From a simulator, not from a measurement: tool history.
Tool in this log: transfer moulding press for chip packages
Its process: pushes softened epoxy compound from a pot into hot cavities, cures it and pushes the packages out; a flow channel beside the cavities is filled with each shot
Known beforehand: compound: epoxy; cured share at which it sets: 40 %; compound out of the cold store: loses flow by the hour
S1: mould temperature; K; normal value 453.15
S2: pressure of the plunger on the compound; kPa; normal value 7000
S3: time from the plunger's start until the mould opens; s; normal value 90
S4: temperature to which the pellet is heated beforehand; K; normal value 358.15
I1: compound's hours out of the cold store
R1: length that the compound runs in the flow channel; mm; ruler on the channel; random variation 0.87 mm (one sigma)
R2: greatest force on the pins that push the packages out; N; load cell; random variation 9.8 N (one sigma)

| run | day | S1 | S2 | S3 | S4 | I1 | R1 | R2 |
|---|---|---|---|---|---|---|---|---|
| 1 | 0.000 | 453.15 | 7000 | 90 | 358.15 | 40.4 | 490.4 | 482 |
| 2 | 0.471 | 453.15 | 7000 | 90 | 358.15 | 31.4 | 515.7 | 580 |
|  | 0.712 | plunger's sealing rings changed |
| 3 | 0.933 | 453.15 | 7000 | 90 | 358.15 | 25.6 | 554.5 | 617 |
| 4 | 1.246 | 453.15 | 7000 | 90 | 358.15 | 8.9 | 611.8 | 685 |
| 5 | 1.538 | 453.15 | 7000 | 121 | 358.15 | 31.4 | 536.8 | 676 |
| 6 | 1.854 | 453.15 | 7000 | 90 | 358.15 | 8.3 | 615.3 | 747 |
|  | 2.012 | cavities cleaned with cleaning compound and waxed |
| 7 | 2.196 | 453.15 | 7000 | 90 | 358.15 | 33.2 | 531.5 | 865 |
| 8 | 2.596 | 453.15 | 7000 | 90 | 358.15 | 12.5 | 599.1 | 883 |
| 9 | 2.892 | 453.15 | 7000 | 90 | 358.15 | 34.2 | 525.3 | 875 |
| 10 | 3.162 | 453.15 | 7000 | 90 | 358.15 | 45.7 | 492.8 | 910 |
| 11 | 3.629 | 453.15 | 7000 | 90 | 358.15 | 24.9 | 555.0 | 903 |
|  | 3.933 | cavities cleaned with cleaning compound and waxed |
| 12 | 4.129 | 453.15 | 7000 | 90 | 358.15 | 9.8 | 607.2 | 506 |
| 13 | 4.508 | 453.15 | 7000 | 84 | 358.15 | 18.3 | 575.1 | 607 |
| 14 | 4.729 | 453.15 | 7000 | 84 | 358.15 | 33.6 | 526.8 | 633 |
|  | 5.021 | cavities cleaned with cleaning compound and waxed, once more |
| 15 | 5.171 | 453.15 | 7000 | 84 | 352.15 | 12.9 | 597.0 | 522 |
| 16 | 5.500 | 448.15 | 7820 | 90 | 352.15 | 40.8 | 548.7 | 646 |
| 17 | 5.788 | 448.15 | 7820 | 90 | 352.15 | 38.5 | 555.0 | 703 |
| 18 | 6.133 | 454.15 | 8680 | 122 | 349.15 | 46.2 | 544.0 | 615 |
| 19 | 6.346 | 449.15 | 5700 | 122 | 352.15 | 13.5 | 544.3 | 638 |
| 20 | 6.729 | 460.15 | 7000 | 71 | 358.15 | 38.3 | 495.5 | 729 |
|  | 6.938 | cavities cleaned with cleaning compound and waxed |
| 21 | 7.075 | 449.15 | 5680 | 90 | 358.15 | 26.7 | 502.9 | 548 |
| 22 | 7.317 | 449.15 | 5680 | 90 | 358.15 | 21.4 | 517.6 | 597 |

What does the tool deliver on the next run?
| 23 | 7.704 | 449.15 | 5680 | 90 | 358.15 | 46.3 | ? | ? |

{"run 23": {"R1": 448.7, "R2": 665}}
Without the tool's hidden state the same run would have given R1 454.8 mm, R2 495 N.
